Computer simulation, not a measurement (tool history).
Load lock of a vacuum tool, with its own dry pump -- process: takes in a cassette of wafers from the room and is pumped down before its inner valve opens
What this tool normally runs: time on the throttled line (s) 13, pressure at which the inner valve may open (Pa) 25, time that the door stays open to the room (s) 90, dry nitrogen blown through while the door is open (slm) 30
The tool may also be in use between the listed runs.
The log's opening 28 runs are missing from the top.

run,hour,time on the throttled line (s),pressure at which the inner valve may open (Pa),time that the door stays open to the room (s),dry nitrogen blown through while the door is open (slm),"incoming humidity of the room's air, %",time from the closed door until the inner valve may open (s),rise of the pressure with all valves shut (Pa/min)
29,5006.8,25,24,37,40,41.2,30,0.034
30,5187.3,8,28,82,9,47.3,17,0.083
31,5411.5,8,28,82,9,46.5,17,0.085
32,5564.7,8,28,82,9,44.5,16.7,0.078
33,5759.3,8,25,194,30,47.2,17.2,0.065
34,5883.1,13,19,134,30,45.5,21.4,0.066
# hour 6145: door's seal changed, seat wiped
35,6146.8,13,19,134,30,46.3,21.3,0.061
36,6414,6,26,134,30,39.8,15.9,0.055

3 ways to go on from here, each from the tool as it stands after run 36. What would each give?
A,6679.7,13,25,54,30,44.8,?,?
B,6679.7,13,26,134,6,44.4,?,?
C,6679.7,19,37,90,7,43.4,?,?

run,time from the closed door until the inner valve may open (s),rise of the pressure with all valves shut (Pa/min)
A,20.8,0.052
B,21.1,0.098
C,24.9,0.082
With the hidden condition removed and each run's random variation left untouched, the same runs would have given:
run,time from the closed door until the inner valve may open (s),rise of the pressure with all valves shut (Pa/min)
A,20.8,0.052
B,21.1,0.098
C,24.9,0.082
